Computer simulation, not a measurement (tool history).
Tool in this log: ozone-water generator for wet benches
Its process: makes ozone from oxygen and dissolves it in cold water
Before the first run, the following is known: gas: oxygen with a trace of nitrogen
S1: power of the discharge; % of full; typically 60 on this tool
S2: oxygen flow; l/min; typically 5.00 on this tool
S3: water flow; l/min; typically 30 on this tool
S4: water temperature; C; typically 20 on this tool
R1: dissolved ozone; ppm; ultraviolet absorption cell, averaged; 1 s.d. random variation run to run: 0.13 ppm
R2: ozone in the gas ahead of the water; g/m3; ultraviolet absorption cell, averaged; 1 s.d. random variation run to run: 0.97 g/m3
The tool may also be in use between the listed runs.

run,hour,S1,S2,S3,S4,R1,R2
1,0.0,60,5.00,30,20,12.9,164.9
2,108.5,60,5.00,30,20,12.7,166.3
3,231.2,60,5.00,30,20,12.8,166.1
4,325.0,60,5.00,30,20,12.7,166.0
5,402.7,61,5.00,30,20,12.7,165.5
6,516.1,60,5.00,30,20,12.7,164.0
7,636.0,60,5.00,30,20,12.7,164.8
8,780.0,60,5.00,30,20,12.7,164.7
9,866.4,60,5.00,30,20,12.9,163.9
10,962.9,60,5.00,30,20,12.6,164.3
11,1063.5,60,5.00,30,20,12.8,165.0
12,1205.3,60,5.00,30,20,12.6,162.5
13,1286.8,60,5.00,42,20,9.2,162.9
14,1346.9,60,5.00,42,20,9.1,164.2
15,1424.2,60,5.00,42,20,9.4,164.5
16,1521.2,60,5.00,42,20,9.2,162.2
17,1594.5,60,5.00,42,20,9.3,161.5
18,1652.8,60,3.43,42,20,8.5,195.5
19,1750.2,60,3.43,29,20,12.0,196.0
20,1828.3,76,3.24,29,20,13.7,229.7
21,1952.4,76,5.00,30,27,13.4,186.5
22,2026.2,60,2.82,30,23,11.1,211.7
23,2136.2,43,5.00,19,24,14.3,133.4
24,2273.3,60,3.16,24,20,14.3,202.1
25,2355.6,60,3.16,24,20,14.0,202.3
26,2478.9,73,2.79,30,25,12.0,239.3
27,2575.8,73,4.57,30,25,13.3,190.5
28,2654.3,73,4.57,30,25,13.1,188.6
# hour 2663.8: water thermometer calibrated
29,2719.5,73,4.57,30,25,13.2,189.3
30,2850.9,86,3.64,20,18,21.5,232.8
31,2977.6,86,3.64,20,18,21.7,231.7
32,3084.6,86,3.64,20,18,21.5,231.5
# hour 3108.7: gauge calibrated
33,3186.4,55,5.00,30,13,13.2,157.5

Here are 4 independent what-if runs from the current tool condition. What would each one return?
A,3313.3,60,5.00,19,20,?,?
B,3313.3,86,3.68,30,15,?,?
C,3313.3,60,5.00,37,20,?,?
D,3313.3,55,7.64,30,13,?,?

run,R1,R2
A,18.5,163.4
B,15.4,236.7
C,10.6,166.3
D,14.0,128.6
Stripped of hidden state, with their random variation kept, the same runs would have yielded:
run,R1,R2
A,18.5,164.0
B,15.5,237.5
C,10.6,166.8
D,14.0,129.0
